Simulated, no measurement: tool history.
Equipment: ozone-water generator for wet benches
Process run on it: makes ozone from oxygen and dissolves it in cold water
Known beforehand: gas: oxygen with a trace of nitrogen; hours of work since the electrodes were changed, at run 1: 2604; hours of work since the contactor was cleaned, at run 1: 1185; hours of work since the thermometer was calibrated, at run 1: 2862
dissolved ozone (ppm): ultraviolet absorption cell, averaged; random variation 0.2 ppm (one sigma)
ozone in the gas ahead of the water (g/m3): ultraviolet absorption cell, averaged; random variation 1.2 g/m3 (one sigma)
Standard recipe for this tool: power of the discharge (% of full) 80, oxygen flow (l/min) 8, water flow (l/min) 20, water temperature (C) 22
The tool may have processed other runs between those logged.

run	hour	power of the discharge (% of full)	oxygen flow (l/min)	water flow (l/min)	water temperature (C)	hours of work since the electrodes were changed	hours of work since the contactor was cleaned	hours of work since the thermometer was calibrated	dissolved ozone (ppm)	ozone in the gas ahead of the water (g/m3)
1	0	80	8	20	22	2604	1185	2862	25.3	186.9
2	38.5	80	8	20	22	2636	1217	2894	24.7	185.2
# hour 77.8: water thermometer calibrated
3	87.4	80	8	20	22	2676	1257	8	25.2	186.3
4	160.6	80	8	20	22	2737	1318	69	25	187.6
5	214.2	80	9.95	20	22	2782	1363	114	24.5	168.7
6	275.2	80	9.95	20	22	2833	1414	165	24.5	167.6
7	340.7	80	9.95	20	22	2887	1468	219	24.2	167
8	392	80	8	20	22	2930	1511	262	24.8	184
9	441.3	80	8	20	22	2971	1552	303	24.8	181.3
10	477.6	80	8	20	22	3002	1583	334	24.4	182.9
11	552.5	80	8	18	22	3064	1645	396	25.8	183.8
12	595.3	80	8	18	22	3100	1681	432	25.7	182.1
13	644.7	80	8	18	22	3141	1722	473	25.7	181.4
14	723.6	80	8	20	22	3207	1788	539	23.9	181.3
15	766.5	76	8	20	22	3243	1823	574	23	173.5
16	838.7	80	8	20	22	3303	1884	635	23.5	180.7
17	884.2	80	8	20	22	3341	1922	673	23.6	178.2
18	928.7	80	8	20	22	3378	1959	710	24	177.6
19	1003	80	10.55	20	22	3440	2021	772	23.2	158.2
20	1070.3	80	8	13	19	3496	2077	828	31.2	177.1
21	1146.5	80	8	13	19	3560	2140	891	31.1	177.2
22	1216.2	80	8.11	13	15	3618	2199	950	33.7	174
23	1277.9	57	8	19	16	3669	2250	1001	20.7	136.5
# hour 1288.5: contactor cleaned
24	1316.8	80	12.02	20	14	3698	24	1030	26.2	146.1
25	1387.4	81	12.02	26	14	3757	83	1089	22.7	146.9
26	1462.7	81	12.02	21	19	3820	145	1152	23.1	145.6
27	1505.9	81	12.02	21	19	3856	181	1188	23	144.4
28	1539.4	40	4.11	26	22	3884	209	1216	11.1	144.3
29	1578.4	93	8	20	26	3916	242	1248	23.2	191.3
30	1636.7	93	14.24	20	26	3965	290	1297	21.3	148
# hour 1657.7: contactor cleaned, once more
31	1692.4	80	8	13	22	4008	29	1340	28.7	172.8
32	1738.6	80	8	13	22	4047	67	1379	28.7	171.5
33	1775.5	75	11.67	20	22	4078	98	1409	21.3	140.1
34	1830.3	75	8.03	26	22	4123	144	1455	19	163.2

Entry by entry between the runs, the difference in hidden state between the last listed run before and the first listed run after:
In the gap between runs 2 and 3: water thermometer calibrated (hour 77.8)
  yield of the discharge, % of new electrodes': 87.7 -> 87.5; contactor's efficiency, % of a clean one's: 97.2 -> 97.1; true water temperature over the reading, C: 0.18 -> -0.01
  measured result minus the result with no hidden state, dissolved ozone (ppm): -4.3 -> -4.3; ozone in the gas ahead of the water (g/m3): -29 -> -29.7
In the gap between runs 23 and 24: contactor cleaned (hour 1288.5)
  yield of the discharge, % of new electrodes': 82.8 -> 82.7; contactor's efficiency, % of a clean one's: 95.3 -> 92.6
  measured result minus the result with no hidden state, dissolved ozone (ppm): -4.1 -> -7.1; ozone in the gas ahead of the water (g/m3): -23.5 -> -34
In the gap between runs 30 and 31: contactor cleaned, once more (hour 1657.7)
  yield of the discharge, % of new electrodes': 81.4 -> 81.2; contactor's efficiency, % of a clean one's: 92.1 -> 99.6; true water temperature over the reading, C: 0.07 -> 0.08
  measured result minus the result with no hidden state, dissolved ozone (ppm): -7 -> -7.5; ozone in the gas ahead of the water (g/m3): -42.2 -> -44.8

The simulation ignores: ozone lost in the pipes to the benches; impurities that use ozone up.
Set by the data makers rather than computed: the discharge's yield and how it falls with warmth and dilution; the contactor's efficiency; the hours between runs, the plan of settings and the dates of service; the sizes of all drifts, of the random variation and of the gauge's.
